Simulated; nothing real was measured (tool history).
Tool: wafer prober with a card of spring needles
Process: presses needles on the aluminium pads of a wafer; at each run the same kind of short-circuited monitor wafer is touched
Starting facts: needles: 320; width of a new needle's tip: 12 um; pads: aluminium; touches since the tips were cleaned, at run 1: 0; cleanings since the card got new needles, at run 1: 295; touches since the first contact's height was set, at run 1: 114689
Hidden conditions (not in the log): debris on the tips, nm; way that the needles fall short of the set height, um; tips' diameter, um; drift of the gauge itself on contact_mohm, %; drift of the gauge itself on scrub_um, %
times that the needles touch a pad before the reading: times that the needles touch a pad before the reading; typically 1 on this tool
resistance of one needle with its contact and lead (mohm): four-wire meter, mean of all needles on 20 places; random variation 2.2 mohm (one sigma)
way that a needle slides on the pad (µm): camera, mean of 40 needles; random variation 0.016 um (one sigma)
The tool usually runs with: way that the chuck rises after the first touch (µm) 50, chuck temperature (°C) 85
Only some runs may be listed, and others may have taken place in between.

run,day,way that the chuck rises after the first touch (µm),chuck temperature (°C),times that the needles touch a pad before the reading,touches since the tips were cleaned,cleanings since the card got new needles,touches since the first contact's height was set,resistance of one needle with its contact and lead (mohm),way that a needle slides on the pad (µm)
1,0,50,85,1,0,295,114689,249,6.86
# day 0.462: tips cleaned on abrasive film
# day 1.042: tips cleaned on abrasive film
# day 1.504: tips cleaned on abrasive film
2,1.912,50,85,1,4697,298,136454,246,6.82
# day 2.033: tips cleaned on abrasive film
# day 2.608: tips cleaned on abrasive film
# day 3.071: tips cleaned on abrasive film
# day 3.65: tips cleaned on abrasive film
# day 4.112: tips cleaned on abrasive film
# day 4.688: tips cleaned on abrasive film
# day 5.154: tips cleaned on abrasive film
3,5.183,47,85,1,347,305,173563,243,6.44
# day 5.646: tips cleaned on abrasive film
# day 6.221: tips cleaned on abrasive film
# day 6.8: tips cleaned on abrasive film
# day 7.262: tips cleaned on abrasive film
# day 7.842: tips cleaned on abrasive film
4,7.971,47,85,1,1497,310,205259,247,6.42
# day 8.321: tips cleaned on abrasive film
# day 8.783: tips cleaned on abrasive film
# day 9.358: tips cleaned on abrasive film
# day 9.821: tips cleaned on abrasive film
5,9.846,47,85,1,276,314,226543,246,6.45
# day 10.308: tips cleaned on abrasive film
# day 10.771: tips cleaned on abrasive film
# day 11.129: height of the first contact set anew
# day 11.362: tips cleaned on abrasive film
# day 11.938: tips cleaned on abrasive film
# day 12.4: tips cleaned on abrasive film
6,12.612,47,85,1,2435,319,16877,244,6.45
# day 12.962: tips cleaned on abrasive film
# day 13.542: tips cleaned on abrasive film
# day 14.117: tips cleaned on abrasive film
# day 14.579: tips cleaned on abrasive film
# day 15.158: tips cleaned on abrasive film
# day 15.733: tips cleaned on abrasive film
# day 16.196: tips cleaned on abrasive film
7,16.217,47,85,1,237,326,57812,246,6.43
# day 16.679: tips cleaned on abrasive film
# day 17.142: tips cleaned on abrasive film
# day 17.721: tips cleaned on abrasive film
# day 18.296: tips cleaned on abrasive film
8,18.738,58,85,1,5036,330,86477,248,7.93
# day 18.858: tips cleaned on abrasive film
# day 19.433: tips cleaned on abrasive film
# day 20.012: tips cleaned on abrasive film
# day 20.588: tips cleaned on abrasive film
# day 21.05: tips cleaned on abrasive film
# day 21.629: tips cleaned on abrasive film
9,22.021,58,47,1,4489,336,123787,235,8
# day 22.138: tips cleaned on abrasive film
# day 22.6: tips cleaned on abrasive film
# day 23.179: tips cleaned on abrasive film
# day 23.642: tips cleaned on abrasive film
# day 24.104: tips cleaned on abrasive film
# day 24.683: tips cleaned on abrasive film
# day 25.225: tips cleaned on abrasive film
10,25.225,50,85,2,0,343,160175,246,6.84
# day 25.692: tips cleaned on abrasive film
# day 26.267: tips cleaned on abrasive film
# day 26.846: tips cleaned on abrasive film
# day 27.308: tips cleaned on abrasive film
11,27.717,50,85,2,4674,347,188482,240,6.84
# day 27.833: tips cleaned on abrasive film
# day 28.412: tips cleaned on abrasive film
# day 28.988: tips cleaned on abrasive film
# day 29.567: tips cleaned on abrasive film
# day 30.029: tips cleaned on abrasive film
# day 30.608: tips cleaned on abrasive film
12,31.004,50,85,2,4535,353,225839,242,6.85
# day 31.121: tips cleaned on abrasive film
# day 31.7: tips cleaned on abrasive film
# day 32.275: tips cleaned on abrasive film
# day 32.404: height of the first contact set anew
# day 32.75: tips cleaned on abrasive film
# day 33.329: tips cleaned on abrasive film
# day 33.792: tips cleaned on abrasive film
# day 34.254: tips cleaned on abrasive film
13,34.262,50,85,1,102,360,21108,245,6.88

Here are 4 independent what-if runs from the current tool condition. What would each one return?
# day 34.725: tips cleaned on abrasive film
# day 35.188: tips cleaned on abrasive film
# day 35.767: tips cleaned on abrasive film
# day 36.342: tips cleaned on abrasive film
# day 36.921: tips cleaned on abrasive film
# day 37.496: tips cleaned on abrasive film
# day 37.958: tips cleaned on abrasive film
A,37.996,45,85,1,395,367,63516,?,?
# day 34.725: tips cleaned on abrasive film
# day 35.188: tips cleaned on abrasive film
# day 35.767: tips cleaned on abrasive film
# day 36.342: tips cleaned on abrasive film
# day 36.921: tips cleaned on abrasive film
# day 37.496: tips cleaned on abrasive film
# day 37.958: tips cleaned on abrasive film
B,37.996,50,85,2,395,367,63516,?,?
# day 34.725: tips cleaned on abrasive film
# day 35.188: tips cleaned on abrasive film
# day 35.767: tips cleaned on abrasive film
# day 36.342: tips cleaned on abrasive film
# day 36.921: tips cleaned on abrasive film
# day 37.496: tips cleaned on abrasive film
# day 37.958: tips cleaned on abrasive film
C,37.996,50,68,1,395,367,63516,?,?
# day 34.725: tips cleaned on abrasive film
# day 35.188: tips cleaned on abrasive film
# day 35.767: tips cleaned on abrasive film
# day 36.342: tips cleaned on abrasive film
# day 36.921: tips cleaned on abrasive film
# day 37.496: tips cleaned on abrasive film
# day 37.958: tips cleaned on abrasive film
D,37.996,46,46,2,395,367,63516,?,?

run,resistance of one needle with its contact and lead (mohm),way that a needle slides on the pad (µm)
A,243,6.2
B,246,6.88
C,244,6.88
D,235,6.35
With the hidden condition removed and each run's random variation left untouched, the same runs would have given:
run,resistance of one needle with its contact and lead (mohm),way that a needle slides on the pad (µm)
A,243,6.16
B,246,6.83
C,244,6.84
D,235,6.31
